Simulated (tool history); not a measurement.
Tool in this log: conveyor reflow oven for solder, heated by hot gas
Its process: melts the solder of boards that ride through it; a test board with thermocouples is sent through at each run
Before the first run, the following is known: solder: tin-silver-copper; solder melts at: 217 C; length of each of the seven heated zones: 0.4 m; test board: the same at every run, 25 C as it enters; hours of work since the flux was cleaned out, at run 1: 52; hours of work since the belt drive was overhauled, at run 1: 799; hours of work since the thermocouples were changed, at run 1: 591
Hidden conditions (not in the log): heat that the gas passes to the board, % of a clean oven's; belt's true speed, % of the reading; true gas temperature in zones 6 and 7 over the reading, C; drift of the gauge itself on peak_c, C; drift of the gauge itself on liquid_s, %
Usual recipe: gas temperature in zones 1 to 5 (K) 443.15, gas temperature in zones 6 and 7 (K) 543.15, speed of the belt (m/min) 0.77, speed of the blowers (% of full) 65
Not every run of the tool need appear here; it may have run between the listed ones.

| run | day | gas temperature in zones 1 to 5 (K) | gas temperature in zones 6 and 7 (K) | speed of the belt (m/min) | speed of the blowers (% of full) | hours of work since the flux was cleaned out | hours of work since the belt drive was overhauled | hours of work since the thermocouples were changed | highest temperature of the board (K) | time above the solder's melting point (s) |
|---|---|---|---|---|---|---|---|---|---|---|
| 1 | 0 | 443.15 | 543.15 | 0.77 | 65 | 52 | 799 | 591 | 527.25 | 47.5 |
| 2 | 1.512 | 443.15 | 543.15 | 0.77 | 65 | 68 | 815 | 607 | 526.55 | 47.4 |
| 3 | 2.604 | 443.15 | 543.15 | 0.77 | 65 | 79 | 826 | 618 | 526.95 | 48.4 |
| 4 | 3.408 | 443.15 | 551.15 | 0.77 | 65 | 88 | 835 | 627 | 533.75 | 51.7 |
| 5 | 4.129 | 443.15 | 551.15 | 0.77 | 65 | 95 | 842 | 634 | 532.95 | 51.6 |
| 6 | 5.725 | 443.15 | 538.15 | 0.77 | 65 | 112 | 859 | 651 | 521.95 | 44.7 |
| 7 | 7.108 | 443.15 | 532.15 | 0.77 | 65 | 127 | 874 | 666 | 515.75 | 41.2 |
| 8 | 8.021 | 443.15 | 532.15 | 0.77 | 65 | 136 | 883 | 675 | 516.55 | 41.4 |
| 9 | 9.362 | 443.15 | 532.15 | 0.77 | 65 | 150 | 897 | 689 | 516.65 | 41.7 |
| 10 | 10.783 | 443.15 | 532.15 | 0.77 | 68 | 165 | 912 | 704 | 517.25 | 42 |
| 11 | 11.708 | 443.15 | 532.15 | 0.77 | 68 | 175 | 922 | 714 | 516.45 | 42.2 |
| 12 | 12.804 | 443.15 | 543.15 | 0.748 | 65 | 186 | 933 | 725 | 526.25 | 48.8 |
| 13 | 14.167 | 443.15 | 543.15 | 0.77 | 65 | 201 | 948 | 740 | 525.55 | 47.1 |
| 14 | 15.292 | 443.15 | 543.15 | 0.77 | 65 | 213 | 960 | 751 | 525.85 | 47.4 |
| 15 | 16.925 | 443.15 | 543.15 | 0.77 | 65 | 230 | 977 | 769 | 525.25 | 47.7 |
| 16 | 17.779 | 432.15 | 543.15 | 0.77 | 65 | 239 | 986 | 778 | 524.05 | 44 |
| 17 | 19.267 | 432.15 | 537.15 | 0.77 | 65 | 254 | 1001 | 793 | 518.65 | 40.6 |
| 18 | 19.992 | 432.15 | 537.15 | 0.77 | 65 | 262 | 1009 | 801 | 518.85 | 39.5 |
| 19 | 21.604 | 434.15 | 543.15 | 0.779 | 65 | 279 | 1026 | 818 | 523.15 | 43.4 |
| 20 | 23.242 | 448.15 | 540.15 | 0.876 | 80 | 296 | 1043 | 835 | 522.25 | 40.8 |
| 21 | 24.321 | 448.15 | 540.15 | 0.876 | 80 | 307 | 1054 | 846 | 521.65 | 40.3 |
|  | 25.054 | belt drive overhauled, speed set with a stopwatch |
| 22 | 25.967 | 442.15 | 550.15 | 0.69 | 52 | 323 | 10 | 862 | 531.05 | 53.9 |
| 23 | 27.004 | 442.15 | 550.15 | 0.69 | 52 | 334 | 20 | 873 | 530.55 | 54.1 |
| 24 | 28.483 | 443.15 | 543.15 | 0.871 | 56 | 349 | 36 | 888 | 518.75 | 34.3 |
| 25 | 30.096 | 443.15 | 554.15 | 0.671 | 56 | 366 | 53 | 905 | 536.45 | 59.1 |
| 26 | 31.275 | 456.15 | 557.15 | 0.674 | 54 | 379 | 65 | 918 | 539.95 | 64.8 |
| 27 | 32.083 | 456.15 | 557.15 | 0.746 | 60 | 387 | 74 | 926 | 538.35 | 57.7 |
| 28 | 33.075 | 456.15 | 557.15 | 0.746 | 60 | 398 | 84 | 936 | 537.75 | 57.4 |
| 29 | 34.142 | 432.15 | 543.15 | 0.822 | 65 | 409 | 95 | 948 | 518.15 | 36.1 |
| 30 | 35.096 | 432.15 | 543.15 | 0.822 | 65 | 419 | 105 | 958 | 518.55 | 35.9 |

Forecast each of these 4 alternatives for the next run:
| A | 36.617 | 440.15 | 543.15 | 0.792 | 88 | 435 | 121 | 974 | ? | ? |
| B | 36.617 | 431.15 | 540.15 | 0.77 | 85 | 435 | 121 | 974 | ? | ? |
| C | 36.617 | 452.15 | 543.15 | 0.65 | 65 | 435 | 121 | 974 | ? | ? |
| D | 36.617 | 432.15 | 535.15 | 0.822 | 65 | 435 | 121 | 974 | ? | ? |

| run | highest temperature of the board (K) | time above the solder's melting point (s) |
|---|---|---|
| A | 524.85 | 44.3 |
| B | 521.75 | 40.8 |
| C | 529.05 | 60.2 |
| D | 510.75 | 30.1 |
What these runs would have given with no unlogged condition in the tool:
| run | highest temperature of the board (K) | time above the solder's melting point (s) |
|---|---|---|
| A | 530.65 | 47.4 |
| B | 527.65 | 44.6 |
| C | 534.05 | 62.7 |
| D | 516.45 | 34.9 |
